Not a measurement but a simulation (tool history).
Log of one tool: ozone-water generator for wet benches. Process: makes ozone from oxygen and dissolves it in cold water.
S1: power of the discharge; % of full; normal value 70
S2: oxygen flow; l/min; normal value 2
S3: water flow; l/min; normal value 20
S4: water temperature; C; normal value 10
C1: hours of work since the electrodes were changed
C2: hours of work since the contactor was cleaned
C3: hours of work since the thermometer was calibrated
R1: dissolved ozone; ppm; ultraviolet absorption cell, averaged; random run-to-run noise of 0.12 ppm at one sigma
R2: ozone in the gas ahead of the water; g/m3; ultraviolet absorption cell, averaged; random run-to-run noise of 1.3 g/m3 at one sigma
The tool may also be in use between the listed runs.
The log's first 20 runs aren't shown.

{"run": 21, "day": 60.567, "S1": 78, "S2": 2.18, "S3": 28, "S4": 10, "C1": 2831, "C2": 6895, "C3": 3206, "R1": 8.8, "R2": 232.7}
{"run": 22, "day": 64.875, "S1": 78, "S2": 2.18, "S3": 28, "S4": 10, "C1": 2930, "C2": 6993, "C3": 3304, "R1": 8.6, "R2": 231.6}
{"run": 23, "day": 67.158, "S1": 78, "S2": 2.18, "S3": 28, "S4": 10, "C1": 2982, "C2": 7045, "C3": 3356, "R1": 8.7, "R2": 234}
{"run": 24, "day": 71.338, "S1": 70, "S2": 2, "S3": 20, "S4": 6, "C1": 3077, "C2": 7141, "C3": 3452, "R1": 11.3, "R2": 227.5}
{"run": 25, "day": 74.383, "S1": 99, "S2": 1.2, "S3": 21, "S4": 10, "C1": 3147, "C2": 7210, "C3": 3521, "R1": 12.2, "R2": 397.7}
{"run": 26, "day": 78.779, "S1": 99, "S2": 1.2, "S3": 21, "S4": 10, "C1": 3247, "C2": 7310, "C3": 3621, "R1": 12.2, "R2": 398.1}
{"run": 27, "day": 81.625, "S1": 56, "S2": 2.35, "S3": 30, "S4": 10, "C1": 3312, "C2": 7375, "C3": 3686, "R1": 6.6, "R2": 174.5}
{"run": 28, "day": 85.142, "S1": 53, "S2": 2, "S3": 15, "S4": 10, "C1": 3392, "C2": 7456, "C3": 3767, "R1": 12, "R2": 184.6}
{"run": 29, "day": 88.588, "S1": 83, "S2": 1.28, "S3": 20, "S4": 10, "C1": 3471, "C2": 7534, "C3": 3845, "R1": 11.5, "R2": 336.7}
{"run": 30, "day": 91.342, "S1": 83, "S2": 2.7, "S3": 16, "S4": 5, "C1": 3534, "C2": 7597, "C3": 3908, "R1": 17.1, "R2": 214.1}
{"run": 31, "day": 94.212, "S1": 83, "S2": 2.7, "S3": 16, "S4": 5, "C1": 3599, "C2": 7663, "C3": 3974, "R1": 17.1, "R2": 212.1}
{"run": 32, "day": 98.433, "S1": 42, "S2": 2, "S3": 20, "S4": 11, "C1": 3696, "C2": 7759, "C3": 4070, "R1": 7.6, "R2": 154.5}

4 ways to go on from here, each from the tool as it stands after run 32. What would each give?
{"run": "A", "day": 102.429, "S1": 70, "S2": 3.55, "S3": 20, "S4": 8, "C1": 3787, "C2": 7850, "C3": 4161, "R1": "?", "R2": "?"}
{"run": "B", "day": 102.429, "S1": 62, "S2": 2, "S3": 20, "S4": 10, "C1": 3787, "C2": 7850, "C3": 4161, "R1": "?", "R2": "?"}
{"run": "C", "day": 102.429, "S1": 42, "S2": 1.5, "S3": 23, "S4": 11, "C1": 3787, "C2": 7850, "C3": 4161, "R1": "?", "R2": "?"}
{"run": "D", "day": 102.429, "S1": 70, "S2": 2, "S3": 16, "S4": 10, "C1": 3787, "C2": 7850, "C3": 4161, "R1": "?", "R2": "?"}

run=A R1=12.3 R2=159
run=B R1=10.2 R2=206.4
run=C R1=6.3 R2=183.8
run=D R1=13.8 R2=223.8
Stripped of hidden state, with their random variation kept, the same runs would have yielded:
run=A R1=12.3 R2=162.8
run=B R1=10.2 R2=211.4
run=C R1=6.4 R2=188.2
run=D R1=13.9 R2=229.3

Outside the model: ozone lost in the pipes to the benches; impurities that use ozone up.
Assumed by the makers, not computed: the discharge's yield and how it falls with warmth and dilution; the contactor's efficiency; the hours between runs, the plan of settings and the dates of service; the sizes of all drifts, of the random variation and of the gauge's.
